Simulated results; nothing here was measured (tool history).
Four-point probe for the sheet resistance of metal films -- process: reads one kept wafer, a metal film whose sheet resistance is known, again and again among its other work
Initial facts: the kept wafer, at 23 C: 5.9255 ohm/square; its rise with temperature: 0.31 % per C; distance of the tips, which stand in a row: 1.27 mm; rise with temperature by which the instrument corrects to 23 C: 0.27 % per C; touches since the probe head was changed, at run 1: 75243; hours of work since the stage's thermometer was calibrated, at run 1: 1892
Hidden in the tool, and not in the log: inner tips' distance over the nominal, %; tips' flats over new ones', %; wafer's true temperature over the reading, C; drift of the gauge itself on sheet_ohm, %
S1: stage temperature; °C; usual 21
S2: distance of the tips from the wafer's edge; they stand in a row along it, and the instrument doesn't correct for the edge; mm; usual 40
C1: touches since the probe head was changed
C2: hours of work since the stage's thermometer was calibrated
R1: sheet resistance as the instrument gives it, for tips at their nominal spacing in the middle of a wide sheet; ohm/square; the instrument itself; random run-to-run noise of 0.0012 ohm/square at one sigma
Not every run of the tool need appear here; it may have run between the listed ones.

run	day	S1	S2	C1	C2	R1
1	0.000	21	40	75243	1892	5.942159
2	2.954	21	40	77090	1937	5.942665
3	5.204	21	40	78499	1971	5.943796
4	7.375	21	50	79856	2004	5.941047
5	10.662	21	50	81911	2054	5.942233
6	12.067	21	50	82789	2075	5.943210
7	13.858	21	50	83908	2102	5.946493
8	16.362	21	50	85475	2140	5.943605
9	19.167	21	50	87230	2183	5.946171
10	22.017	21	50	89012	2226	5.948876
11	23.867	21	50	90168	2254	5.949721
12	25.354	30	40	91098	2276	5.971324
13	26.946	30	40	92095	2300	5.970086
14	28.975	30	40	93362	2331	5.970344
15	31.758	35	40	95102	2373	5.983926
# day 32.779: stage's thermometer calibrated
16	34.025	35	21	96506	19	5.977964
17	35.638	35	21	97516	43	5.974977
18	37.862	35	21	98907	77	5.977097
19	39.267	33	40	99785	98	5.963121
# day 41.262: new probe head fitted
20	42.283	33	40	638	143	5.928235
21	43.954	33	40	1683	169	5.929002
22	45.983	33	10	2954	199	5.979117
23	47.867	33	13	4130	228	5.956231
24	50.458	21	20	5751	267	5.917345
25	52.700	28	40	7153	301	5.923070
26	56.104	29	11	9283	353	5.964779
27	57.667	29	11	10261	376	5.965624
28	59.083	29	11	11145	398	5.965702
29	60.512	29	11	12040	419	5.964492
30	63.254	24	21	13754	461	5.925465
31	64.767	25	30	14700	484	5.922173
32	66.350	32	4	15689	508	6.238153
33	68.108	32	4	16790	534	6.238122
34	70.254	21	4	18132	567	6.214068
35	73.329	29	5	20053	613	6.128405
36	76.604	24	40	22103	663	5.922790
37	78.542	24	40	23314	692	5.924203
38	81.296	21	44	25035	734	5.918512
39	84.496	21	44	27036	783	5.918514
40	86.458	21	44	28263	812	5.920022

Difference, measured minus no-hidden-state, one row per run. Run-to-run variation is common to both terms; the gauge's own scatter need not be:
run	R1
1	+0.017235
2	+0.018395
3	+0.019312
4	+0.020141
5	+0.021341
6	+0.021872
7	+0.022568
8	+0.023472
9	+0.024544
10	+0.025613
11	+0.026260
12	+0.026446
13	+0.027058
14	+0.027837
15	+0.028684
16	+0.013808
17	+0.014342
18	+0.015190
19	+0.015708
20	-0.020880
21	-0.020242
22	-0.019631
23	-0.018875
24	-0.017660
25	-0.016910
26	-0.015728
27	-0.015167
28	-0.014547
29	-0.013949
30	-0.012765
31	-0.012193
32	-0.012268
33	-0.011518
34	-0.010494
35	-0.009347
36	-0.007722
37	-0.006956
38	-0.005855
39	-0.004587
40	-0.003838
